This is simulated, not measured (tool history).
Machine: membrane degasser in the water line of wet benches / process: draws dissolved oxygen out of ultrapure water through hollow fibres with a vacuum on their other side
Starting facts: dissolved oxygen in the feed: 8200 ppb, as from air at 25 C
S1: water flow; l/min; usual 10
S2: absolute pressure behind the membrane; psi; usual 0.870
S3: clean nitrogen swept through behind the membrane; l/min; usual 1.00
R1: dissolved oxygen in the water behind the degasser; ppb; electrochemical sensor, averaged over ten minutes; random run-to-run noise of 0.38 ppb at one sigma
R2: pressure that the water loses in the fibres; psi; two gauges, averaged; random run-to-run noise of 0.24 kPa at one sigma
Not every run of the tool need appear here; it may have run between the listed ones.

run,hour,S1,S2,S3,R1,R2
1,0.0,10,0.870,1.00,68.8,8.992
2,168.9,10,0.870,1.00,68.9,9.100
3,348.0,10,0.870,1.00,68.8,9.020
4,496.6,10,0.870,1.00,68.6,9.058
5,737.9,10,0.870,1.00,68.8,9.017
6,874.3,10,0.870,1.00,69.0,8.966
7,1019.4,10,0.830,1.00,62.2,8.940
8,1201.3,10,0.830,1.00,62.8,8.968
9,1385.2,10,0.658,1.00,34.9,9.033
10,1546.9,15,0.870,1.00,104.7,13.470
11,1791.7,15,0.870,1.00,104.9,13.394
12,1951.2,15,0.870,1.00,105.7,13.403
# hour 1994.3: vacuum gauge calibrated
13,2136.1,15,0.870,1.00,104.2,13.428
14,2245.2,15,0.870,1.00,105.4,13.330
15,2489.9,7,0.870,1.00,47.9,6.219
16,2698.7,7,0.870,1.00,47.9,6.211
17,2919.0,11,2.107,0.63,430.2,9.686
18,3157.2,10,0.686,1.00,38.9,8.765
19,3345.0,10,0.686,0.49,72.6,8.844
# hour 3486.4: gauge calibrated
20,3491.8,10,1.021,0.49,175.3,9.056
21,3652.7,12,1.790,1.84,147.2,10.930
22,3904.8,9,1.366,0.88,150.0,8.129
23,4144.6,14,1.276,0.88,207.0,12.662
24,4367.6,9,1.677,1.00,178.3,8.066
25,4550.7,12,0.982,1.00,103.6,10.765
26,4785.1,8,0.982,1.91,38.6,7.175
27,4944.3,13,1.389,1.00,196.7,11.629
28,5129.1,9,0.674,1.00,33.3,8.061
29,5249.0,7,0.870,1.00,48.5,6.273
30,5415.3,11,0.544,0.96,18.8,9.855
31,5520.4,9,0.870,1.00,61.1,8.028

Selected run-to-run steps in R2, each split into two signed amounts: the part the tool would show with no hidden state at all (from settings, incoming material and random variation), and the remainder, which goes to the hidden state together with any gauge scatter not common to the measured and the hidden-state-free results:
The hidden state here: membrane still open, %; true pressure behind the membrane over the reading, kPa; air that leaks in behind the membrane, l/min; drift of the gauge itself on oxygen_ppb, %; drift of the gauge itself on loss_of_pressure_kpa, %.
Run 14 -> 15: S1 15 -> 7. R2 -7.111 psi: hidden state +0.113, all else -7.224.
Run 16 -> 17: S1 7 -> 11, S2 0.870 -> 2.107, S3 1.00 -> 0.63. R2 +3.475 psi: hidden state -0.093, all else +3.568.
Run 19 -> 20: S2 0.686 -> 1.021, gauge calibrated. R2 +0.212 psi: hidden state +0.241, all else -0.029.
Run 22 -> 23: S1 9 -> 14, S2 1.366 -> 1.276. R2 +4.532 psi: hidden state -0.036, all else +4.569.
Run 23 -> 24: S1 14 -> 9, S2 1.276 -> 1.677, S3 0.88 -> 1.00. R2 -4.596 psi: hidden state +0.006, all else -4.602.
